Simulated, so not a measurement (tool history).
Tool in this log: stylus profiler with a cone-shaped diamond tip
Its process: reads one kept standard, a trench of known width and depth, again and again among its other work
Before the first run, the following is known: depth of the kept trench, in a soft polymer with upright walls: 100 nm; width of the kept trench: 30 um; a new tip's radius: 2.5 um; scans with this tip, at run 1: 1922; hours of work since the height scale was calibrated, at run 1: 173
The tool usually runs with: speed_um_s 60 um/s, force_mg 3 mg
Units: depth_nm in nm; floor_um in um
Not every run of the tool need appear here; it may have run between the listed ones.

| run | hour | speed_um_s | force_mg | scans with this tip | hours of work since the height scale was calibrated | depth_nm | floor_um |
|---|---|---|---|---|---|---|---|
| 1 | 0 | 60 | 3 | 1922 | 173 | 100.73 | 28.16 |
| 2 | 19 | 60 | 6.76 | 2062 | 186 | 101.29 | 28.15 |
| 3 | 46.2 | 16 | 6.76 | 2263 | 204 | 101.31 | 28.38 |
| 4 | 58.7 | 60 | 3 | 2356 | 212 | 100.7 | 28.04 |
| 5 | 77.9 | 60 | 3 | 2498 | 225 | 100.72 | 28.05 |
| 6 | 93.9 | 60 | 3 | 2617 | 236 | 100.68 | 27.98 |
| 7 | 106.2 | 60 | 3 | 2708 | 244 | 100.67 | 28 |
| 8 | 123.2 | 60 | 4.92 | 2834 | 255 | 101.02 | 28.08 |
| 9 | 136 | 60 | 4.92 | 2928 | 264 | 100.99 | 28.07 |
| 10 | 162.5 | 60 | 4.92 | 3124 | 281 | 100.99 | 28.13 |
| 11 | 177.7 | 60 | 4.92 | 3237 | 292 | 101.01 | 28.08 |
| 12 | 198.7 | 60 | 1.17 | 3392 | 306 | 100.28 | 27.75 |
| 13 | 214.1 | 60 | 1.17 | 3506 | 316 | 100.29 | 27.71 |
| 14 | 237.4 | 60 | 1.17 | 3679 | 331 | 100.28 | 27.79 |
| 15 | 249.4 | 60 | 1.17 | 3768 | 339 | 100.28 | 27.72 |
| 16 | 278 | 60 | 1.17 | 3980 | 358 | 100.24 | 27.72 |
| 17 | 295.6 | 21 | 1.17 | 4110 | 370 | 100.28 | 28.05 |
| 18 | 315.3 | 21 | 1.23 | 4256 | 383 | 100.26 | 28.07 |
| 19 | 330.6 | 60 | 2.33 | 4369 | 394 | 100.48 | 27.86 |
| 20 | 353.9 | 60 | 2.33 | 4541 | 409 | 100.48 | 27.82 |
| 21 | 377.4 | 130 | 2.33 | 4715 | 425 | 100.5 | 27.31 |
| 22 | 400.8 | 60 | 3 | 4889 | 440 | 100.61 | 27.81 |
|  | 403 | height scale calibrated on a step standard |
| 23 | 427.1 | 60 | 3 | 5080 | 16 | 100.52 | 27.83 |
| 24 | 451.3 | 54 | 3.43 | 5258 | 32 | 100.59 | 27.88 |
| 25 | 479.6 | 54 | 3.43 | 5468 | 51 | 100.58 | 27.87 |
| 26 | 498.4 | 25 | 5.5 | 5607 | 64 | 100.93 | 28.05 |
| 27 | 524.9 | 225 | 3 | 5804 | 81 | 100.51 | 26.8 |
| 28 | 541.5 | 72 | 2.17 | 5927 | 92 | 100.36 | 27.6 |
|  | 547.9 | height scale calibrated on a step standard, once more |
| 29 | 555.9 | 65 | 3.22 | 6030 | 5 | 100.82 | 27.71 |
| 30 | 582.1 | 65 | 3.22 | 6223 | 23 | 100.82 | 27.73 |
| 31 | 601.7 | 65 | 3.22 | 6368 | 36 | 100.84 | 27.7 |
| 32 | 624.6 | 65 | 3.22 | 6538 | 51 | 100.82 | 27.69 |
| 33 | 636.8 | 65 | 3.22 | 6628 | 59 | 100.83 | 27.68 |
| 34 | 653.1 | 65 | 3.26 | 6748 | 70 | 100.82 | 27.77 |
| 35 | 679 | 22 | 2.51 | 6940 | 87 | 100.68 | 27.94 |
| 36 | 694 | 113 | 2.43 | 7051 | 97 | 100.67 | 27.37 |
| 37 | 713 | 29 | 2.15 | 7192 | 110 | 100.59 | 27.86 |
| 38 | 726.3 | 41 | 1.21 | 7291 | 119 | 100.4 | 27.71 |
| 39 | 744.1 | 33 | 3.48 | 7422 | 131 | 100.83 | 27.89 |
| 40 | 771.2 | 55 | 1.12 | 7623 | 149 | 100.34 | 27.48 |
| 41 | 798 | 238 | 3.42 | 7821 | 167 | 100.82 | 26.7 |
| 42 | 816.1 | 55 | 7.52 | 7955 | 179 | 101.4 | 27.82 |
| 43 | 827.7 | 55 | 7.52 | 8041 | 187 | 101.43 | 27.81 |
| 44 | 843.6 | 55 | 7.52 | 8159 | 197 | 101.42 | 27.86 |
| 45 | 872.3 | 60 | 7.61 | 8371 | 216 | 101.42 | 27.77 |
| 46 | 892.3 | 60 | 7.61 | 8519 | 230 | 101.42 | 27.76 |

Consider 3 possible next runs. They are alternatives, not a sequence: every one starts from the tool as it was left by run 46. What does each give?
| A | 919.1 | 31 | 6.6 | 8718 | 248 | ? | ? |
| B | 919.1 | 52 | 5.42 | 8718 | 248 | ? | ? |
| C | 919.1 | 113 | 2.05 | 8718 | 248 | ? | ? |

| run | depth_nm | floor_um |
|---|---|---|
| A | 101.26 | 27.83 |
| B | 101.11 | 27.7 |
| C | 100.5 | 27.16 |
The same runs, with their run-to-run variation unchanged, on a tool lacking any hidden condition would have given:
| run | depth_nm | floor_um |
|---|---|---|
| A | 101.37 | 28.47 |
| B | 101.21 | 28.34 |
| C | 100.6 | 27.8 |

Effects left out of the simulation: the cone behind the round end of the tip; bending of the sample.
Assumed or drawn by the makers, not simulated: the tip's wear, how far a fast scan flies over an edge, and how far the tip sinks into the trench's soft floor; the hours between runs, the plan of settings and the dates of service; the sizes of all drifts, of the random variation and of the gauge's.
